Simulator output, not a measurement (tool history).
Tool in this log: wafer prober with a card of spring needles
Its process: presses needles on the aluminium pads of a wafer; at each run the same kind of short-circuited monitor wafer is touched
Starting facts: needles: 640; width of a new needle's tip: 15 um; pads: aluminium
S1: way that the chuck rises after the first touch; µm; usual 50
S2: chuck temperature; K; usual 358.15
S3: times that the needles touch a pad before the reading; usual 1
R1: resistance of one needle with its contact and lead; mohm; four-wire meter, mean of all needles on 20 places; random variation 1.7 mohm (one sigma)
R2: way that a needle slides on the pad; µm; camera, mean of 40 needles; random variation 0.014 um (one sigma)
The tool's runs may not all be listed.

| run | hour | S1 | S2 | S3 | R1 | R2 |
|---|---|---|---|---|---|---|
| 1 | 0.0 | 50 | 358.15 | 1 | 222 | 7.28 |
|  | 2.4 | height of the first contact set anew |
|  | 8.8 | tips cleaned on abrasive film |
|  | 19.5 | tips cleaned on abrasive film |
| 2 | 22.7 | 50 | 358.15 | 2 | 229 | 7.22 |
|  | 29.3 | tips cleaned on abrasive film |
|  | 37.9 | tips cleaned on abrasive film |
|  | 48.2 | tips cleaned on abrasive film |
|  | 58.0 | tips cleaned on abrasive film |
| 3 | 58.0 | 50 | 341.15 | 2 | 176 | 7.19 |
|  | 66.7 | tips cleaned on abrasive film |
|  | 75.4 | tips cleaned on abrasive film |
|  | 86.2 | tips cleaned on abrasive film |
| 4 | 92.5 | 50 | 358.15 | 2 | 248 | 7.15 |
|  | 96.8 | tips cleaned on abrasive film |
|  | 107.6 | tips cleaned on abrasive film |
|  | 115.8 | height of the first contact set anew, once more |
| 5 | 115.8 | 60 | 358.15 | 1 | 257 | 8.86 |
|  | 118.0 | tips cleaned on abrasive film |
|  | 128.8 | tips cleaned on abrasive film |
|  | 137.4 | tips cleaned on abrasive film |
| 6 | 139.4 | 50 | 320.15 | 1 | 236 | 7.35 |
|  | 147.5 | tips cleaned on abrasive film |
|  | 156.2 | tips cleaned on abrasive film |
| 7 | 164.4 | 50 | 324.15 | 1 | 311 | 7.36 |
|  | 166.7 | tips cleaned on abrasive film |
|  | 177.2 | tips cleaned on abrasive film |
|  | 188.0 | tips cleaned on abrasive film |
|  | 198.8 | tips cleaned on abrasive film |
| 8 | 199.2 | 50 | 358.15 | 1 | 201 | 7.31 |
|  | 207.9 | tips cleaned on abrasive film |
|  | 218.4 | tips cleaned on abrasive film |
|  | 229.1 | tips cleaned on abrasive film |
|  | 229.4 | height of the first contact set anew |
| 9 | 237.0 | 41 | 358.15 | 1 | 362 | 6.05 |
|  | 238.9 | tips cleaned on abrasive film |
|  | 249.5 | tips cleaned on abrasive film |
|  | 258.2 | tips cleaned on abrasive film |
|  | 269.0 | tips cleaned on abrasive film |
| 10 | 271.0 | 41 | 358.15 | 1 | 288 | 6.01 |
|  | 279.7 | tips cleaned on abrasive film |
|  | 288.3 | tips cleaned on abrasive film |
| 11 | 291.5 | 41 | 358.15 | 1 | 318 | 6.00 |
|  | 298.0 | tips cleaned on abrasive film |
|  | 306.7 | tips cleaned on abrasive film |
|  | 317.3 | tips cleaned on abrasive film |
|  | 327.5 | tips cleaned on abrasive film |
| 12 | 327.9 | 41 | 358.15 | 1 | 207 | 5.96 |
|  | 338.3 | tips cleaned on abrasive film |
|  | 345.0 | height of the first contact set anew |
|  | 347.3 | tips cleaned on abrasive film |
| 13 | 348.3 | 41 | 329.15 | 1 | 237 | 6.05 |
|  | 357.0 | tips cleaned on abrasive film |
|  | 367.8 | tips cleaned on abrasive film |
|  | 378.2 | tips cleaned on abrasive film |
|  | 386.9 | tips cleaned on abrasive film |
| 14 | 388.0 | 52 | 329.15 | 2 | 193 | 7.62 |
|  | 396.4 | tips cleaned on abrasive film |
|  | 407.2 | tips cleaned on abrasive film |
|  | 415.9 | tips cleaned on abrasive film |
|  | 426.6 | tips cleaned on abrasive film |
| 15 | 429.6 | 34 | 329.15 | 2 | 312 | 4.95 |
|  | 436.1 | tips cleaned on abrasive film |
|  | 446.4 | tips cleaned on abrasive film |
| 16 | 451.7 | 34 | 361.15 | 2 | 337 | 4.92 |
|  | 455.9 | tips cleaned on abrasive film |
|  | 460.3 | height of the first contact set anew |
|  | 466.9 | tips cleaned on abrasive film |
|  | 477.7 | tips cleaned on abrasive film |
| 17 | 486.1 | 38 | 376.15 | 2 | 331 | 5.57 |
|  | 488.3 | tips cleaned on abrasive film |
|  | 497.0 | tips cleaned on abrasive film |
|  | 505.7 | tips cleaned on abrasive film |
|  | 516.1 | tips cleaned on abrasive film |
| 18 | 522.4 | 38 | 376.15 | 2 | 332 | 5.57 |
|  | 526.7 | tips cleaned on abrasive film |
|  | 537.2 | tips cleaned on abrasive film |
|  | 547.8 | tips cleaned on abrasive film |
|  | 556.9 | tips cleaned on abrasive film |
| 19 | 556.9 | 38 | 376.15 | 2 | 218 | 5.50 |
|  | 567.4 | tips cleaned on abrasive film |
|  | 574.1 | height of the first contact set anew |
|  | 576.4 | tips cleaned on abrasive film |
| 20 | 582.7 | 63 | 343.15 | 2 | 217 | 9.27 |
|  | 587.1 | tips cleaned on abrasive film |
|  | 597.9 | tips cleaned on abrasive film |
|  | 608.4 | tips cleaned on abrasive film |
|  | 619.0 | tips cleaned on abrasive film |
| 21 | 622.2 | 63 | 343.15 | 2 | 202 | 9.27 |
|  | 628.7 | tips cleaned on abrasive film |
|  | 639.5 | tips cleaned on abrasive film |
| 22 | 642.3 | 65 | 327.15 | 2 | 191 | 9.51 |
|  | 648.8 | tips cleaned on abrasive film |
|  | 657.5 | tips cleaned on abrasive film |
|  | 667.6 | tips cleaned on abrasive film |
| 23 | 674.1 | 40 | 302.15 | 1 | 403 | 5.78 |
|  | 676.4 | tips cleaned on abrasive film |
|  | 686.6 | tips cleaned on abrasive film |
|  | 689.1 | height of the first contact set anew |
| 24 | 692.2 | 57 | 365.15 | 2 | 227 | 8.41 |
|  | 696.6 | tips cleaned on abrasive film |
|  | 707.3 | tips cleaned on abrasive film |
| 25 | 712.8 | 66 | 365.15 | 3 | 196 | 9.71 |
|  | 717.1 | tips cleaned on abrasive film |
|  | 727.8 | tips cleaned on abrasive film |
|  | 738.5 | tips cleaned on abrasive film |
|  | 750.5 | card fitted with new needles |
|  | 761.1 | tips cleaned on abrasive film |
| 26 | 766.9 | 66 | 340.15 | 3 | 172 | 9.75 |

Per-run results on a tool with no hidden state, each run keeping its own random variation:
Unlogged tool condition in this case: debris on the tips, nm; way that the needles fall short of the set height, um; tips' diameter, um; drift of the gauge itself on contact_mohm, %; drift of the gauge itself on scrub_um, %.
| run | R1 | R2 |
|---|---|---|
| 1 | 168 | 7.38 |
| 2 | 170 | 7.37 |
| 3 | 164 | 7.37 |
| 4 | 165 | 7.36 |
| 5 | 161 | 8.86 |
| 6 | 161 | 7.38 |
| 7 | 161 | 7.40 |
| 8 | 171 | 7.39 |
| 9 | 172 | 6.05 |
| 10 | 177 | 6.05 |
| 11 | 177 | 6.05 |
| 12 | 172 | 6.04 |
| 13 | 169 | 6.06 |
| 14 | 160 | 7.67 |
| 15 | 178 | 5.03 |
| 16 | 183 | 5.02 |
| 17 | 183 | 5.59 |
| 18 | 187 | 5.62 |
| 19 | 186 | 5.58 |
| 20 | 156 | 9.28 |
| 21 | 157 | 9.32 |
| 22 | 153 | 9.57 |
| 23 | 163 | 5.87 |
| 24 | 163 | 8.41 |
| 25 | 160 | 9.73 |
| 26 | 154 | 9.76 |

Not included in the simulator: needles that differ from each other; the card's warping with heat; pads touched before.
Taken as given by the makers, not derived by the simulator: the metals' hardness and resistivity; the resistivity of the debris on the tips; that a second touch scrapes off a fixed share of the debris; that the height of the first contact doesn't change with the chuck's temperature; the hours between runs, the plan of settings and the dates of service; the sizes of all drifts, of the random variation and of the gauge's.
